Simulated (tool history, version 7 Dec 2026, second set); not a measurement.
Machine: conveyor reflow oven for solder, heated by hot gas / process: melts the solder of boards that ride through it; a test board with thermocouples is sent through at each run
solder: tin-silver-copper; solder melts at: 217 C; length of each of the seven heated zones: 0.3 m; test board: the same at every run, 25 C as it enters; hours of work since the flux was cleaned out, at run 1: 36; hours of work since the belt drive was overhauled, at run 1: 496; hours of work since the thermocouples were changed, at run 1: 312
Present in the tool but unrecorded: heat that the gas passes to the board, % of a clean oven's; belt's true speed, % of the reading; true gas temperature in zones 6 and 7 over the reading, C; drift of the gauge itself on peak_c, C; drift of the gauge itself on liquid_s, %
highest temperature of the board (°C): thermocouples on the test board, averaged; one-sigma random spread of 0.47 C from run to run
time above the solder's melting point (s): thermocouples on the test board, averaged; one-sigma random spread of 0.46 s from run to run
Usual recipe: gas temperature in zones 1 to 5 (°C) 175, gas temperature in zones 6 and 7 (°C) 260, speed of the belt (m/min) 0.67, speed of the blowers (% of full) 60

run   hour  gas temperature in zones 1 to 5 (°C)  gas temperature in zones 6 and 7 (°C)  speed of the belt (m/min)  speed of the blowers (% of full)  hours of work since the flux was cleaned out  hours of work since the belt drive was overhauled  hours of work since the thermocouples were changed  highest temperature of the board (°C)  time above the solder's melting point (s)
  1      0                                   175                                    260                       0.67                                60                                            36                                                496                                                 312                                  241.8                                       33.3
  2   73.3                                   175                                    260                       0.67                                60                                            93                                                554                                                 370                                    241                                       33.3
  3  124.4                                   175                                    260                       0.67                                60                                           134                                                595                                                 410                                  241.4                                       33.4
  4  181.4                                   175                                    260                       0.67                                60                                           179                                                640                                                 456                                  240.9                                       33.5
     194.7  -- flux residue cleaned out of gas plates and filters
  5  253.3                                   175                                    260                       0.67                                60                                            46                                                693                                                 509                                  241.6                                       33.7
  6  328.2                                   175                                    260                       0.67                                60                                           106                                                752                                                 568                                  241.3                                       32.9
  7  413.5                                   175                                    260                       0.67                                60                                           173                                                820                                                 635                                  241.1                                       33.3

Predict the results of run 8:
     438.2  -- flux residue cleaned out of gas plates and filters
  8  480.2                                   175                                    260                       0.67                                90                                            33                                                868                                                 684                                      ?                                          ?

highest temperature of the board (°C): 248.2
time above the solder's melting point (s): 38.9
Had the tool carried no hidden state, the very same run would have given highest temperature of the board (°C) 248.3, time above the solder's melting point (s) 38.9.
